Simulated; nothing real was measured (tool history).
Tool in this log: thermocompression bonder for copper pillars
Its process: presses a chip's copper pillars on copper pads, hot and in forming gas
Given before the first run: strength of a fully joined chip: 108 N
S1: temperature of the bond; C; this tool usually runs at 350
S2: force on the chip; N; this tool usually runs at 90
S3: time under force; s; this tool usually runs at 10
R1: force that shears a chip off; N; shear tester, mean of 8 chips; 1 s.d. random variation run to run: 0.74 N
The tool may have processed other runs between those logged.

| run | hour | S1 | S2 | S3 | R1 |
|---|---|---|---|---|---|
| 1 | 0.0 | 350 | 90 | 10 | 54.4 |
| 2 | 55.5 | 350 | 90 | 10 | 53.8 |
|  | 81.7 | forming gas filter changed |
| 3 | 85.5 | 350 | 90 | 10 | 54.5 |
| 4 | 119.8 | 350 | 90 | 10 | 56.4 |
| 5 | 180.3 | 344 | 90 | 10 | 52.0 |
| 6 | 236.5 | 350 | 90 | 11 | 55.8 |
| 7 | 267.0 | 350 | 90 | 11 | 55.4 |
| 8 | 300.2 | 350 | 90 | 10 | 53.9 |
| 9 | 332.7 | 370 | 90 | 10 | 64.7 |
| 10 | 382.5 | 370 | 90 | 10 | 64.3 |
| 11 | 441.3 | 370 | 90 | 10 | 64.0 |
| 12 | 474.4 | 350 | 90 | 10 | 53.4 |
| 13 | 517.5 | 350 | 93 | 10 | 57.4 |
|  | 532.6 | forming gas filter changed |
| 14 | 559.9 | 327 | 90 | 10 | 43.2 |
| 15 | 600.5 | 350 | 90 | 10 | 54.8 |
| 16 | 654.5 | 347 | 90 | 10 | 52.6 |
| 17 | 694.5 | 350 | 120 | 10 | 70.4 |
| 18 | 740.4 | 350 | 120 | 10 | 69.9 |
| 19 | 780.8 | 350 | 120 | 10 | 68.8 |
| 20 | 829.7 | 350 | 120 | 10 | 71.5 |
| 21 | 855.3 | 350 | 114 | 8 | 63.3 |
| 22 | 908.3 | 322 | 67 | 23 | 40.7 |
| 23 | 938.1 | 356 | 129 | 13 | 82.0 |
| 24 | 976.9 | 350 | 90 | 10 | 55.0 |
|  | 981.1 | forming gas filter changed |
| 25 | 1026.6 | 350 | 90 | 10 | 54.4 |
| 26 | 1052.6 | 332 | 90 | 5 | 35.2 |
| 27 | 1093.4 | 332 | 90 | 5 | 34.0 |
| 28 | 1126.8 | 332 | 56 | 17 | 33.6 |
| 29 | 1181.4 | 332 | 56 | 17 | 34.2 |
| 30 | 1218.6 | 342 | 122 | 13 | 73.3 |
| 31 | 1244.8 | 376 | 83 | 6 | 52.3 |
|  | 1293.5 | heater calibrated with a thermocouple chip |
|  | 1295.0 | force cell calibrated |
| 32 | 1299.3 | 376 | 83 | 6 | 52.2 |
| 33 | 1360.2 | 341 | 82 | 9 | 43.9 |
| 34 | 1409.5 | 374 | 61 | 8 | 42.2 |
|  | 1436.0 | forming gas filter changed |
| 35 | 1440.3 | 374 | 61 | 8 | 43.3 |
| 36 | 1466.7 | 374 | 61 | 8 | 42.7 |
| 37 | 1497.6 | 350 | 68 | 13 | 44.3 |
| 38 | 1545.6 | 350 | 67 | 15 | 46.7 |
| 39 | 1600.6 | 350 | 123 | 17 | 81.6 |

Forecast each of these 4 alternatives for the next run:
| A | 1660.0 | 377 | 71 | 10 | ? |
| B | 1660.0 | 357 | 130 | 7 | ? |
| C | 1660.0 | 352 | 124 | 6 | ? |
| D | 1660.0 | 348 | 68 | 17 | ? |

| run | R1 |
|---|---|
| A | 54.6 |
| B | 69.5 |
| C | 63.0 |
| D | 49.4 |
Take away the tool's hidden state, keep each run's random variation, and the runs would have read:
| run | R1 |
|---|---|
| A | 54.5 |
| B | 69.5 |
| C | 63.0 |
| D | 49.3 |
